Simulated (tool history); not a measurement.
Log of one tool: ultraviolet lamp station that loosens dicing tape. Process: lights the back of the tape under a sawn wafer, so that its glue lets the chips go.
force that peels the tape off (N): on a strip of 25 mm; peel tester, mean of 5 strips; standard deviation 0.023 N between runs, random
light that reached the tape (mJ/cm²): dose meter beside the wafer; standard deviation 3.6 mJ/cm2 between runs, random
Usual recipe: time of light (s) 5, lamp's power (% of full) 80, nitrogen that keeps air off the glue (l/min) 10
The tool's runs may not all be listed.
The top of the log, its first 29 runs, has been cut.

| run | hour | time of light (s) | lamp's power (% of full) | nitrogen that keeps air off the glue (l/min) | hours of work of the lamp | hours of work since the window was cleaned | force that peels the tape off (N) | light that reached the tape (mJ/cm²) |
|---|---|---|---|---|---|---|---|---|
| 30 | 627.9 | 3 | 93 | 6 | 601 | 64 | 2.914 | 412 |
| 31 | 658 | 3 | 93 | 6 | 622 | 84 | 2.884 | 412 |
| 32 | 679.8 | 3 | 93 | 6 | 637 | 99 | 2.963 | 414 |
| 33 | 705.2 | 3 | 93 | 6 | 654 | 116 | 2.966 | 417 |
| 34 | 723.4 | 3 | 93 | 6 | 666 | 129 | 2.855 | 416 |
| 35 | 746.8 | 3 | 97 | 6 | 682 | 145 | 2.765 | 430 |
| 36 | 773 | 3 | 73 | 7 | 700 | 163 | 3.652 | 325 |
| 37 | 796.7 | 3 | 73 | 7 | 716 | 179 | 3.618 | 316 |
| 38 | 826.3 | 5 | 66 | 4 | 736 | 199 | 2.881 | 490 |
| 39 | 841.6 | 2 | 66 | 4 | 747 | 209 | 6.314 | 194 |
| 40 | 863.7 | 4 | 79 | 6 | 762 | 224 | 2.397 | 468 |
| 41 | 883.2 | 5 | 80 | 10 | 775 | 238 | 1.124 | 583 |
|  | 893.5 | window cleaned of glue's vapour |
| 42 | 913.1 | 5 | 80 | 10 | 795 | 13 | 1.133 | 598 |
| 43 | 933 | 3 | 73 | 10 | 809 | 27 | 3.084 | 325 |
| 44 | 955.3 | 4 | 73 | 14 | 824 | 42 | 1.706 | 430 |

3 options for the next run, each taken on its own from the tool as it stands now. Forecast them:
| A | 981.8 | 3 | 84 | 14 | 842 | 60 | ? | ? |
| B | 981.8 | 6 | 73 | 14 | 842 | 60 | ? | ? |
| C | 981.8 | 10 | 81 | 4 | 842 | 60 | ? | ? |

| run | force that peels the tape off (N) | light that reached the tape (mJ/cm²) |
|---|---|---|
| A | 2.133 | 375 |
| B | 0.67 | 652 |
| C | 0.486 | 1201 |
Without the tool's unlogged condition, the same runs would have read:
| run | force that peels the tape off (N) | light that reached the tape (mJ/cm²) |
|---|---|---|
| A | 2.123 | 376 |
| B | 0.666 | 654 |
| C | 0.483 | 1205 |
